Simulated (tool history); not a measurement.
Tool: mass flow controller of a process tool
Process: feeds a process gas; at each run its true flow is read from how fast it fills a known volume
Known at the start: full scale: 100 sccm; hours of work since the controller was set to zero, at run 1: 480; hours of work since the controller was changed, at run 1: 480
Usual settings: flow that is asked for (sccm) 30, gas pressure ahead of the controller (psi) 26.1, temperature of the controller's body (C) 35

run    hour  flow that is asked for (sccm)  gas pressure ahead of the controller (psi)  temperature of the controller's body (C)  hours of work since the controller was set to zero  hours of work since the controller was changed  true flow (%)
  1     0.0                             30                                        26.1                                        35                                                 480                                             480          99.31
  2   374.8                             30                                        26.1                                        35                                                 701                                             701          99.16
  3   595.7                             30                                        26.1                                        35                                                 831                                             831          99.27
  4   883.8                             18                                        26.1                                        35                                                1001                                            1001          99.50
  5  1275.1                             18                                        26.1                                        35                                                1232                                            1232          99.49
  6  1661.3                             18                                        26.1                                        35                                                1459                                            1459          99.66
  7  1864.0                             18                                        26.1                                        35                                                1579                                            1579          99.60
  8  2041.4                             18                                        26.1                                        35                                                1683                                            1683          99.71
  9  2409.0                             18                                        26.1                                        35                                                1900                                            1900          99.73
 10  2643.2                             41                                        28.4                                        38                                                2038                                            2038          98.89
 11  3017.5                             30                                        37.0                                        39                                                2258                                            2258          98.54
 12  3389.9                             99                                        24.4                                        24                                                2478                                            2478          99.46
 13  3620.1                             99                                        24.4                                        24                                                2614                                            2614          99.53
 14  3962.7                             52                                        26.1                                        35                                                2816                                            2816          98.89
 15  4340.9                             20                                        26.1                                        35                                                3038                                            3038          99.89
 16  4618.5                             30                                        26.1                                        24                                                3202                                            3202          99.88
 17  4816.6                             43                                        39.5                                        25                                                3319                                            3319          99.01

Forecast each of these 4 alternatives for the next run:
  A  5005.6                             43                                        31.5                                        30                                                3430                                            3430              ?
  B  5005.6                             98                                        37.7                                        35                                                3430                                            3430              ?
  C  5005.6                             86                                        24.2                                        22                                                3430                                            3430              ?
  D  5005.6                             18                                        39.5                                        25                                                3430                                            3430              ?

run  true flow (%)
  A          99.02
  B          98.28
  C          99.44
  D         100.16
Without the tool's hidden state the same runs would have given:
run  true flow (%)
  A          99.44
  B          99.21
  C         100.31
  D          99.32

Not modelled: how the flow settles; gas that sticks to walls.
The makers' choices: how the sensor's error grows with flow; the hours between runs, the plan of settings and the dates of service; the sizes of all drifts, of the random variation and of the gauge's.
